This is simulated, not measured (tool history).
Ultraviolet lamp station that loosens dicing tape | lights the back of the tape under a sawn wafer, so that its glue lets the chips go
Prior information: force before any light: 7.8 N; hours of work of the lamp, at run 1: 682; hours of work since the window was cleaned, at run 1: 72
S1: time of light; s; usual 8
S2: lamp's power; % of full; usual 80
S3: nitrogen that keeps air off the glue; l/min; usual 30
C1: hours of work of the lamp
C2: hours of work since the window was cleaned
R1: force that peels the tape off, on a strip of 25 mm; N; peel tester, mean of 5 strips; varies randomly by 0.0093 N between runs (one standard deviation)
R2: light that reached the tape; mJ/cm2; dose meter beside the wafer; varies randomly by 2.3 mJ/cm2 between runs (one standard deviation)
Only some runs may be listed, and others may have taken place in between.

run,hour,S1,S2,S3,C1,C2,R1,R2
1,0,8,80,30,682,72,0.633,173
2,36.3,8,80,45,700,90,0.51,172
3,72.1,8,80,45,718,108,0.522,169
4,96.3,8,80,30,730,120,0.694,166
5,127.4,8,98,30,745,135,0.454,205
6,155.9,5,98,30,759,149,1.171,126
7,188.2,5,98,30,775,165,1.186,128
8,212.8,8,80,30,787,177,0.72,161
9,234.5,8,80,30,798,188,0.74,161
10,267.9,8,80,30,814,204,0.782,158
11,286.7,8,77,14,824,213,1.405,155
12,319.9,8,77,17,840,230,1.237,152
13,348.2,8,61,21,854,244,1.63,116
14,374.2,8,61,21,867,256,1.667,115
15,400.1,5,68,54,879,269,1.761,78
# hour 421.6: window cleaned of glue's vapour
16,436.6,8,79,30,897,7,0.724,164
17,474.9,8,89,30,916,26,0.584,183
18,516.4,7,89,28,936,47,0.804,157

Run by run, hidden condition taken away, random variation retained:
The hidden state here: lamp's light, % of a new lamp's; light that the window lets through, % of a clean one's; drift of the gauge itself on peel_n, %; drift of the gauge itself on dose_mj_cm2, %.
run,R1,R2
1,0.388,222
2,0.315,222
3,0.316,220
4,0.4,219
5,0.27,273
6,0.674,170
7,0.67,173
8,0.383,220
9,0.388,222
10,0.404,221
11,0.763,216
12,0.637,215
13,0.884,167
14,0.886,168
15,0.944,115
16,0.409,218
17,0.33,247
18,0.433,215
